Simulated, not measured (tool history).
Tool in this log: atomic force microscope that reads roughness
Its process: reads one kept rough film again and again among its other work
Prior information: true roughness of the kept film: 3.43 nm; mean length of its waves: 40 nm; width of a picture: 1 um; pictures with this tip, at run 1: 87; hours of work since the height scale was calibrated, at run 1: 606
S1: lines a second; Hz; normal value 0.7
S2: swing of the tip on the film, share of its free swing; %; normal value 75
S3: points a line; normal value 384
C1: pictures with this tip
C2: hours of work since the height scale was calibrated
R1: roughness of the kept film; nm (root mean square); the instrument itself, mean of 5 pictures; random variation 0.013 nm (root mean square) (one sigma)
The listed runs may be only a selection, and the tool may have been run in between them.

run,hour,S1,S2,S3,C1,C2,R1
1,0,0.7,75,384,87,606,2.901
2,11.7,0.7,75,384,103,615,2.887
3,24.4,0.7,75,384,120,625,2.873
4,50.8,0.7,75,384,156,645,2.82
5,78.5,0.7,57,384,193,667,2.818
6,90.4,0.7,57,384,209,676,2.797
7,118.2,0.7,85,384,247,697,2.637
8,134.6,0.7,85,384,269,710,2.607
9,153.1,0.7,85,384,294,725,2.581
10,166.1,0.7,75,503,312,735,2.614
11,178.3,0.7,75,503,328,744,2.584
# hour 187: new tip fitted
12,191.3,0.7,75,503,6,754,3.029
13,215.6,0.7,62,384,39,773,3.045
14,232.9,0.7,62,384,62,786,2.97
15,255.3,0.7,62,384,92,804,2.917
16,267.8,0.7,75,292,109,813,2.862
17,286.6,0.7,64,292,135,828,2.844
18,302.2,0.7,75,384,156,840,2.802
19,327.7,0.7,75,384,190,860,2.759
20,349.2,0.7,75,384,219,877,2.683
21,364.2,0.7,75,286,240,888,2.642
22,386.7,0.7,75,286,270,906,2.637
23,402,0.7,75,286,291,918,2.598
24,424.4,0.7,75,384,321,935,2.572
# hour 437.5: new tip fitted
25,447.5,0.7,75,384,14,953,3.005
26,470.2,0.7,75,384,44,970,2.954
27,483.2,0.7,75,384,62,980,2.912
28,500.6,2.313,80,657,85,994,2.63
29,516.5,3.018,88,384,107,1006,2.393
30,528.4,1.112,82,833,123,1015,2.747
31,554,0.893,70,460,158,1035,2.786
32,579.8,0.751,79,530,193,1055,2.716
33,599.8,0.91,75,935,220,1071,2.675
34,625.6,2.474,74,468,255,1091,2.48
35,649.6,0.7,75,601,287,1110,2.621
36,671.8,0.7,75,601,317,1127,2.589
# hour 688.5: new tip fitted
37,690.9,1.914,79,384,3,1141,2.839
38,718.3,0.748,61,843,40,1163,3.01
39,741.9,0.63,62,339,72,1181,2.945
40,763.4,0.548,84,339,101,1198,2.847
41,775.1,0.548,84,339,117,1207,2.836
42,788.6,0.548,84,339,135,1217,2.772
43,811.6,0.548,84,339,166,1235,2.759
44,832.9,0.548,69,339,195,1252,2.767
45,848.2,1.517,69,810,216,1264,2.676
46,864.1,1.049,75,268,237,1276,2.622
47,889.5,1.049,84,268,272,1296,2.529
48,907.9,0.631,59,733,297,1310,2.652
49,931.2,0.631,59,733,328,1328,2.615
# hour 938.2: new tip fitted
50,955.5,0.698,75,1016,23,1347,3.034
51,976.3,0.698,75,1016,51,1363,2.971
52,990.3,0.7,68,435,70,1374,2.955

3 options for the next run, each taken on its own from the tool as it stands now. Forecast them:
A,1001.9,3.032,64,435,86,1383,?
B,1001.9,2.746,69,637,86,1383,?
C,1001.9,0.7,56,766,86,1383,?

run,R1
A,2.796
B,2.767
C,2.967
What these runs would have given with no unlogged condition in the tool:
run,R1
A,2.948
B,2.917
C,3.128

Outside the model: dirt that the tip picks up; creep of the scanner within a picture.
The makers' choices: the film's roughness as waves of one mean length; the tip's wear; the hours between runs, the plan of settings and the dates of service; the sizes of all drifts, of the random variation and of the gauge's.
